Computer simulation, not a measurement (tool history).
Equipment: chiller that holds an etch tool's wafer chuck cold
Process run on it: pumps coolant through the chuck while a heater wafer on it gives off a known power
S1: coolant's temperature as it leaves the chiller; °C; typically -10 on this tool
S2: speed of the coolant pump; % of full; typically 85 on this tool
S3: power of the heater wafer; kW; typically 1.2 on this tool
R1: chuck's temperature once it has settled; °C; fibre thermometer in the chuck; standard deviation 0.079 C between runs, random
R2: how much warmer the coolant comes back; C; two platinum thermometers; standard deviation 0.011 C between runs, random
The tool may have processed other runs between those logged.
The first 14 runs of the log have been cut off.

run   hour   S1  S2     S3     R1    R2
 15  362.9  -11  85  0.928  -5.13  2.09
 16  377.8  -11  85  0.928  -4.71  2.06
 17  406.7  -13  91    1.2  -5.57  2.49
 18    439  -13  91    1.2  -5.46  2.49
 19  454.9   -7  62  1.754   7.54  5.13
 20  479.6   -2  65  1.754  12.17   4.9
 21  506.4   -2  65  1.754  11.98  4.92
 22  536.8  -15  65  1.754  -0.92  4.95
 23  558.9   -6  65  0.897   1.18  2.62
 24  591.7  -13  85  1.346  -4.13     3
 25  624.3  -13  77  1.254  -4.11  3.11
 26  646.2  -10  86    1.2  -2.28   2.7
 27  666.9  -10  86    1.2  -2.22   2.7
 28    698  -10  86  1.777   1.36  3.91
 29  712.1  -10  86  1.777   1.54  3.92
     725.4  -- gauge calibrated
 30  738.3    0  94  0.714   4.33  1.36
 31  756.2    0  94  0.714   4.43  1.35

3 ways to go on from here, each from the tool as it stands after run 31. What would each give?
  A  782.7  -19  76    1.2   ?   ?
  B  782.7  -11  71  0.628   ?   ?
  C  782.7    0  70  0.706   ?   ?

run      R1    R2
  A  -10.52  2.79
  B    -6.4  1.57
  C    5.34   1.8
With no hidden state in the tool, these same runs would have given:
run      R1    R2
  A  -10.53  2.77
  B    -6.4  1.55
  C    5.34  1.77

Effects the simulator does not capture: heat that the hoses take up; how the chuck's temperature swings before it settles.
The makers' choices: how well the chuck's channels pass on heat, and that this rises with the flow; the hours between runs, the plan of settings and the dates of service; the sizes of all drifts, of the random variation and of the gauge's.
